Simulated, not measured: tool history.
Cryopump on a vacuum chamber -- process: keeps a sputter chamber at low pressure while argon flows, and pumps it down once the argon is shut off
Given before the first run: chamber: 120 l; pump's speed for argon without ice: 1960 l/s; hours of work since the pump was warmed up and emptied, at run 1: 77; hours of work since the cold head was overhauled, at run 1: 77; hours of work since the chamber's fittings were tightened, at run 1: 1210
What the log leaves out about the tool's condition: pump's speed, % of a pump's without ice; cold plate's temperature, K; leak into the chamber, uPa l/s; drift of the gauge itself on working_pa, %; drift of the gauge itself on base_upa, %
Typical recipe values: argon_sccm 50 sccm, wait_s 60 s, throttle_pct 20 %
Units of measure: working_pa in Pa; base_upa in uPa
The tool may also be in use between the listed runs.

run,hour,argon_sccm,wait_s,throttle_pct,hours of work since the pump was warmed up and emptied,hours of work since the cold head was overhauled,hours of work since the chamber's fittings were tightened,working_pa,base_upa
1,0,50,60,20,77,77,1210,0.2185,0.95
2,37.6,50,60,20,107,107,1241,0.2207,1.01
3,76.3,50,60,20,138,138,1272,0.2214,1.01
4,99.6,50,60,20,157,157,1291,0.2208,1.03
5,146.8,50,60,20,195,195,1329,0.2216,1.05
6,185.8,50,60,20,227,227,1360,0.2235,1.09
7,227.9,50,60,20,261,261,1394,0.2245,1.12
8,253.8,50,60,20,281,281,1415,0.2253,1.06
9,278.4,50,60,20,301,301,1435,0.2264,1.13
10,327.7,50,60,20,341,341,1474,0.2269,1.19
# hour 344.8: pump warmed up, emptied and cooled again
11,360.1,50,60,20,12,363,1497,0.2163,1.07
12,404.2,50,60,20,48,399,1532,0.2173,1.06
13,432.4,50,60,21,71,421,1555,0.2075,1.06
14,465.5,50,60,20,97,448,1582,0.2183,1.06
15,504.2,33,60,20,129,479,1613,0.1466,1.12
16,549.3,84,60,25,165,516,1649,0.2975,1.11
17,583,84,60,25,192,543,1676,0.3022,1.14
# hour 597.2: leaking fittings of the chamber tightened, without venting
18,608.5,48,93,55,211,562,9,0.0812,0.53
19,651.1,35,187,26,245,596,44,0.1216,0.39
20,690.5,35,187,26,277,628,75,0.1223,0.36
21,715.5,35,187,26,297,648,95,0.1235,0.41
22,743.2,35,187,26,320,671,118,0.1231,0.43
# hour 786.5: pump warmed up, emptied and cooled again
23,786.5,35,187,26,0,701,149,0.1164,0.34
24,833.8,29,46,35,38,740,187,0.0725,0.95
25,881.2,39,60,59,76,778,225,0.0594,0.86
26,905.1,20,46,24,96,797,244,0.0736,0.95
27,930.4,20,60,55,116,817,265,0.0331,0.82
28,979.7,20,60,55,156,857,305,0.0334,0.83
29,1000.5,50,196,22,173,874,321,0.2021,0.41

What if the next run were any one of these 5? Each begins from the tool's condition after run 29:
A,1021.6,69,35,22,190,891,338,?,?
B,1021.6,63,92,29,190,891,338,?,?
C,1021.6,37,196,40,190,891,338,?,?
D,1021.6,37,166,20,190,891,338,?,?
E,1021.6,48,45,43,190,891,338,?,?

run,working_pa,base_upa
A,0.2808,1.28
B,0.195,0.63
C,0.0843,0.45
D,0.1639,0.5
E,0.1022,0.99
Stripped of hidden state, with their random variation kept, the same runs would have yielded:
run,working_pa,base_upa
A,0.2719,1.18
B,0.1869,0.53
C,0.0796,0.35
D,0.1591,0.4
E,0.0961,0.89
